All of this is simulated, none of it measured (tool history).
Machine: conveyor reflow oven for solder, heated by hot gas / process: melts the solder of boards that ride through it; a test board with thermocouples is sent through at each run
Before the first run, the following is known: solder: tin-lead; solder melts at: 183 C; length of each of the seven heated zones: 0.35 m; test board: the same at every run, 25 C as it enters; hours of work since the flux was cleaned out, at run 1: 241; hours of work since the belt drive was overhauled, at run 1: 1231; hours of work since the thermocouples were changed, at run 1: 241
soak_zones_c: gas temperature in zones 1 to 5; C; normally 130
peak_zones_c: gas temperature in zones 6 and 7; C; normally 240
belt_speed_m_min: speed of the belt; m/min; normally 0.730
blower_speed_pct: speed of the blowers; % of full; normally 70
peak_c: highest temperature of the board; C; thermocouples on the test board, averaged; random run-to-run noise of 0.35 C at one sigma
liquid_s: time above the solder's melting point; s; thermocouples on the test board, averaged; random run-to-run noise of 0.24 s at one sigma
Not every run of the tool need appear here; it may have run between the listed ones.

run	day	soak_zones_c	peak_zones_c	belt_speed_m_min	blower_speed_pct	hours of work since the flux was cleaned out	hours of work since the belt drive was overhauled	hours of work since the thermocouples were changed	peak_c	liquid_s
1	0.000	130	240	0.730	70	241	1231	241	218.0	43.1
2	2.246	130	240	0.730	70	272	1263	272	218.6	42.6
3	3.833	130	240	0.730	70	294	1285	294	218.9	43.1
4	4.817	130	240	0.730	70	308	1298	308	217.9	42.4
5	7.096	130	240	0.730	70	340	1330	340	218.3	42.7
6	9.025	142	240	0.730	70	367	1357	367	219.8	47.5
7	10.767	142	240	0.730	70	391	1381	391	219.7	46.8
8	12.671	142	240	0.730	70	417	1407	417	218.9	46.6
9	14.050	142	240	0.730	70	436	1427	436	219.1	46.7
# day 14.938: flux residue cleaned out of gas plates and filters
10	16.092	130	240	0.730	70	16	1452	462	220.8	45.1
11	18.454	130	240	0.725	70	49	1485	495	220.9	45.3
12	19.471	130	240	0.725	70	63	1499	509	220.1	45.2
13	21.267	130	240	0.730	70	88	1524	534	219.2	44.2
14	22.446	130	240	0.730	70	104	1540	550	219.4	44.5
15	23.933	130	231	0.730	70	125	1561	571	211.8	39.6
16	25.950	130	240	0.772	70	153	1589	599	217.3	40.6
17	27.175	130	240	0.772	70	170	1606	616	217.1	39.7

Run 18 comes next. What will it give?
18	28.233	130	240	0.772	70	185	1621	631	?	?

Run 18 produced peak_c 217.0 C, liquid_s 39.6 s.
If the tool had no hidden condition, the same run with the same run-to-run variation would have returned peak_c 218.4 C, liquid_s 38.5 s.
